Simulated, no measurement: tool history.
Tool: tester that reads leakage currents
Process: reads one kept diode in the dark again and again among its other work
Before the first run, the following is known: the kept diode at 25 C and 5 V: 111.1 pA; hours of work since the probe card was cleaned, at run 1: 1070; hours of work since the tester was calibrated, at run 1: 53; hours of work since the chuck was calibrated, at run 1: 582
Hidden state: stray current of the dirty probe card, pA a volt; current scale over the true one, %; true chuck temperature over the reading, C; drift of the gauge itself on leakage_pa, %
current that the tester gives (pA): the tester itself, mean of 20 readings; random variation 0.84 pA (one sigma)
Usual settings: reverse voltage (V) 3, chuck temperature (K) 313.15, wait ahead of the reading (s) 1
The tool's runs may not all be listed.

run   hour  reverse voltage (V)  chuck temperature (K)  wait ahead of the reading (s)  hours of work since the probe card was cleaned  hours of work since the tester was calibrated  hours of work since the chuck was calibrated  current that the tester gives (pA)
  1      0                    3                 313.15                              1                                            1070                                             53                                           582                               300.5
  2   18.2                    3                 313.15                              1                                            1079                                             62                                           590                              301.74
      34.7  -- probe card cleaned and baked
  3   45.9                    3                 313.15                              1                                               5                                             74                                           602                              295.51
  4   63.2                    3                 313.15                              1                                              14                                             82                                           611                              294.53
  5   88.2                    3                 313.15                              1                                              26                                             94                                           623                              295.65
  6  109.7                    3                 313.15                              1                                              36                                            105                                           633                              294.77
  7  139.5                    3                 316.15                              1                                              51                                            119                                           648                              368.37
  8  157.9                    3                 316.15                              1                                              60                                            128                                           657                               368.3
  9  173.3                16.62                 313.15                              1                                              67                                            135                                           664                              701.26
 10  199.1                16.62                 313.15                              1                                              79                                            148                                           676                              701.84
 11  228.5                16.62                 313.15                              1                                              94                                            162                                           691                              705.66
 12  255.1                16.62                 313.15                              1                                             106                                            175                                           703                              703.49
 13  273.4                    3                 313.15                              1                                             115                                            184                                           712                              298.61
 14  287.9                    3                 313.15                              1                                             122                                            191                                           719                              300.11
 15  314.7                    3                 304.15                              1                                             135                                            204                                           732                              152.47
 16  328.8                    3                 304.15                              1                                             142                                            210                                           739                              152.66
 17  347.2                    3                 313.15                           7.14                                             151                                            219                                           748                              298.37
 18  371.7                    3                 313.15                           7.14                                             163                                            231                                           760                              299.29
 19  399.2                    3                 295.15                              1                                             176                                            245                                           773                               75.18
 20  420.1                 8.75                 313.15                              1                                             186                                            255                                           783                              518.91
     423.8  -- chuck's temperature calibrated
 21  438.5                 8.75                 313.15                              1                                             194                                            263                                             7                              479.05
 22  452.5                 8.75                 313.15                              1                                             201                                            269                                            14                              478.09
 23  473.1                 8.75                 313.15                              1                                             211                                            279                                            24                              477.01
 24    496                17.34                 313.15                           0.53                                             222                                            290                                            35                              680.69
 25  516.1                 1.78                 313.15                            5.5                                             232                                            300                                            45                               214.1
 26    544                 1.78                 313.15                            5.5                                             245                                            313                                            58                              214.99
 27  575.4                    3                 294.15                           0.77                                             260                                            329                                            73                               64.64
 28    594                 4.19                 313.15                              1                                             269                                            338                                            82                              332.98
 29  611.8                 1.88                 313.15                           0.52                                             278                                            346                                            91                              223.71
 30    642                 1.88                 313.15                           0.52                                             292                                            361                                           105                              224.03
 31  659.5                 2.87                 308.15                           4.11                                             301                                            369                                           114                              188.57
 32  681.2                 1.99                 309.15                           5.41                                             311                                            380                                           124                              169.43
 33  711.3                 1.99                 304.15                            0.8                                             326                                            394                                           139                              116.93
 34  725.3                 1.38                 293.15                           4.61                                             333                                            401                                           146                               39.92
 35    748                 8.26                 309.15                           8.62                                             344                                            412                                           157                              349.55
 36    776                 8.26                 309.15                           8.62                                             357                                            426                                           170                               350.2
 37  788.8                    3                 311.15                              1                                             363                                            432                                           176                               244.8
 38  817.1                    3                 311.15                              1                                             377                                            445                                           190                              244.91
 39  838.3                    3                 311.15                              1                                             387                                            456                                           200                              245.96
 40  852.4                 1.13                 302.15                              1                                             394                                            463                                           207                               75.33

Per-run results on a tool with no hidden state, each run keeping its own random variation:
run  current that the tester gives (pA)
  1                              277.94
  2                              278.79
  3                              279.36
  4                              278.15
  5                              278.82
  6                              277.63
  7                              346.78
  8                               346.4
  9                              656.91
 10                               656.2
 11                               658.4
 12                              655.14
 13                              278.55
 14                              279.68
 15                              140.89
 16                              140.93
 17                              277.06
 18                              277.51
 19                               68.21
 20                              478.58
 21                              478.95
 22                              477.51
 23                              475.79
 24                              675.46
 25                              214.05
 26                              214.64
 27                               62.99
 28                              330.65
 29                              222.49
 30                               222.4
 31                              186.12
 32                              167.41
 33                              114.85
 34                               38.63
 35                              340.81
 36                              340.67
 37                              240.17
 38                              239.87
 39                               240.6
 40                               73.38
